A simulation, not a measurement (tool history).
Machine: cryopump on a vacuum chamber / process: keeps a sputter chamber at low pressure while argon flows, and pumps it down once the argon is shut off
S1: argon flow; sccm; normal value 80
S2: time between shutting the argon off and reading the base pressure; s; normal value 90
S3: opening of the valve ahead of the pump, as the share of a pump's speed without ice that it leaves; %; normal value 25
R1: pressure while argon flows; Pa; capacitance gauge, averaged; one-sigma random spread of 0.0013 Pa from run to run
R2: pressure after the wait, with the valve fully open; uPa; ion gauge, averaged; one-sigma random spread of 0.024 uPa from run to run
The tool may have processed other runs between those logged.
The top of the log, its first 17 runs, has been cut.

run,hour,S1,S2,S3,R1,R2
18,195.1,59,225,22,0.2581,1.94
19,211.5,59,195,21,0.27,2.1
20,226,125,195,42,0.2928,2.14
21,234.2,58,90,25,0.2243,2.48
22,248,55,25,30,0.1781,4.37
23,260.3,32,25,36,0.0868,4.27
24,275.3,84,287,53,0.1577,2.02
25,290.8,156,173,26,0.581,2.11
26,299.1,120,26,19,0.6069,4.31
27,306.2,89,90,25,0.3451,2.48
28,313.7,67,276,25,0.2612,2.08
29,325.4,67,119,37,0.179,2.41
30,338.4,67,119,37,0.1779,2.4
31,352.9,112,49,38,0.2896,3.2
32,361.6,112,243,43,0.2586,2.13
33,371.7,61,154,22,0.2686,2.23
34,387.7,105,154,57,0.1858,2.3

Predict each of these 3 candidate next runs independently; none follows another, all start after run 34:
A,395.2,105,99,39,?,?
B,395.2,105,101,17,?,?
C,395.2,37,82,39,?,?

run,R1,R2
A,0.2667,2.53
B,0.5983,2.52
C,0.0938,2.75
Had the tool no hidden state, the same runs would have come out as:
run,R1,R2
A,0.2549,0.8
B,0.5864,0.79
C,0.0896,0.96

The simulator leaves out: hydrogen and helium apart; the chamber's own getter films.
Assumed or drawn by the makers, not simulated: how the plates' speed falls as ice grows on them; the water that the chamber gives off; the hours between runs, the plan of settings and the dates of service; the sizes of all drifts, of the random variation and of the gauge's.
